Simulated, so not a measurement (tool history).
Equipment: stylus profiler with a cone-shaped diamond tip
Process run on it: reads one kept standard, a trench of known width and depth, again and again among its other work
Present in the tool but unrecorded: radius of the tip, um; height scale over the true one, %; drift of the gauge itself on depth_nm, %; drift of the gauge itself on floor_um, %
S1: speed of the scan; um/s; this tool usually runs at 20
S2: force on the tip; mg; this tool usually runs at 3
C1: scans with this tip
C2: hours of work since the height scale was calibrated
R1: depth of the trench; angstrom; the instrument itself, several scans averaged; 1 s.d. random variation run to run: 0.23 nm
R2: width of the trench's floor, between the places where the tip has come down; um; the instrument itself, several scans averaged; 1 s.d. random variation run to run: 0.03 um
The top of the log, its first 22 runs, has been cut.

{"run": 23, "hour": 805.8, "S1": 61, "S2": 1.22, "C1": 2469, "C2": 67, "R1": 10074, "R2": 46.15}
{"run": 24, "hour": 851.2, "S1": 19, "S2": 1.22, "C1": 2597, "C2": 98, "R1": 10075.3, "R2": 46.33}
{"run": 25, "hour": 897.7, "S1": 65, "S2": 1.22, "C1": 2727, "C2": 129, "R1": 10075.1, "R2": 46.08}
{"run": 26, "hour": 927.7, "S1": 65, "S2": 4.69, "C1": 2811, "C2": 149, "R1": 10181.9, "R2": 46.22}
{"run": 27, "hour": 957.2, "S1": 8, "S2": 4.69, "C1": 2894, "C2": 169, "R1": 10178, "R2": 46.28}
{"run": 28, "hour": 1004.6, "S1": 8, "S2": 4.69, "C1": 3027, "C2": 201, "R1": 10179.5, "R2": 46.29}
{"run": 29, "hour": 1030.4, "S1": 8, "S2": 4.69, "C1": 3100, "C2": 218, "R1": 10182.7, "R2": 46.29}
{"run": 30, "hour": 1054.4, "S1": 8, "S2": 4.69, "C1": 3167, "C2": 234, "R1": 10186.5, "R2": 46.29}
{"run": 31, "hour": 1090.0, "S1": 7, "S2": 7.66, "C1": 3267, "C2": 258, "R1": 10252.4, "R2": 46.27}
{"run": 32, "hour": 1132.7, "S1": 28, "S2": 8.85, "C1": 3387, "C2": 287, "R1": 10274.8, "R2": 46.24}
{"run": 33, "hour": 1159.5, "S1": 17, "S2": 7.08, "C1": 3462, "C2": 305, "R1": 10238.2, "R2": 46.21}
{"run": 34, "hour": 1187.5, "S1": 17, "S2": 6.6, "C1": 3541, "C2": 324, "R1": 10234.5, "R2": 46.2}
{"run": 35, "hour": 1210.0, "S1": 54, "S2": 1.19, "C1": 3604, "C2": 339, "R1": 10084, "R2": 46.04}
{"run": 36, "hour": 1233.3, "S1": 6, "S2": 4.32, "C1": 3669, "C2": 355, "R1": 10183.4, "R2": 46.25}
{"run": 37, "hour": 1273.1, "S1": 6, "S2": 4.32, "C1": 3781, "C2": 381, "R1": 10181.4, "R2": 46.24}

Below are 4 alternative next runs, each starting from the tool's condition after run 37. Predict each:
{"run": "A", "hour": 1325.3, "S1": 36, "S2": 1.01, "C1": 3928, "C2": 416, "R1": "?", "R2": "?"}
{"run": "B", "hour": 1325.3, "S1": 44, "S2": 3.23, "C1": 3928, "C2": 416, "R1": "?", "R2": "?"}
{"run": "C", "hour": 1325.3, "S1": 46, "S2": 4.23, "C1": 3928, "C2": 416, "R1": "?", "R2": "?"}
{"run": "D", "hour": 1325.3, "S1": 61, "S2": 3, "C1": 3928, "C2": 416, "R1": "?", "R2": "?"}

run=A R1=10089.1 R2=46.06
run=B R1=10158.1 R2=46.08
run=C R1=10180.7 R2=46.12
run=D R1=10146.4 R2=46.06
What these runs would have given with no unlogged condition in the tool:
run=A R1=10068.1 R2=46.39
run=B R1=10137 R2=46.42
run=C R1=10159.6 R2=46.45
run=D R1=10125.3 R2=46.39
